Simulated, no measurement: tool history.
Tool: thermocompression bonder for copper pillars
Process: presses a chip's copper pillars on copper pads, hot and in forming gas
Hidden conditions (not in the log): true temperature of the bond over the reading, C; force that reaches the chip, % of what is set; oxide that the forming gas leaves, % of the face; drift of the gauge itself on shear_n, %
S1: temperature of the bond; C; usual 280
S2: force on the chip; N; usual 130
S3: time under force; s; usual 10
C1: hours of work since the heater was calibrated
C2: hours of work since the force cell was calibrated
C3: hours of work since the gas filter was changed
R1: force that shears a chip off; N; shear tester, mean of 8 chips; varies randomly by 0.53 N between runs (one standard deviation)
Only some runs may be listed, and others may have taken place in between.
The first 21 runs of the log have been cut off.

run	hour	S1	S2	S3	C1	C2	C3	R1
22	418.4	287	100	10	753	342	81	48.1
23	439.6	287	100	10	763	353	91	47.9
24	455.3	287	100	10	770	360	99	48.1
25	473.2	287	100	10	779	369	107	47.9
26	490.4	287	134	10	787	377	116	64.6
27	513.2	287	134	10	798	388	127	64.7
28	536.2	266	104	7	810	399	138	29.9
29	553.4	307	149	10	818	408	146	87.5
30	575.3	307	145	23	829	418	157	107.0
31	589.9	307	145	9	836	425	164	85.0
32	613.0	280	143	11	847	437	175	62.9
33	626.4	308	114	10	853	443	182	72.4
34	652.7	251	126	16	866	456	194	39.9
35	666.6	251	126	16	873	463	201	39.3
36	688.7	307	189	6	884	473	212	91.6
37	714.6	263	175	24	896	486	224	77.9
38	732.6	270	105	27	905	495	233	55.9
39	758.1	270	105	27	917	507	246	56.0
40	775.2	275	105	16	926	515	254	48.5

Forecast each of these 4 alternatives for the next run:
A	796.9	280	156	10	936	526	264	?
B	796.9	299	130	10	936	526	264	?
C	796.9	280	119	22	936	526	264	?
D	796.9	300	119	6	936	526	264	?

run	R1
A	65.0
B	71.1
C	67.0
D	55.1
With no hidden state in the tool, these same runs would have given:
run	R1
A	70.3
B	76.4
C	72.5
D	59.5
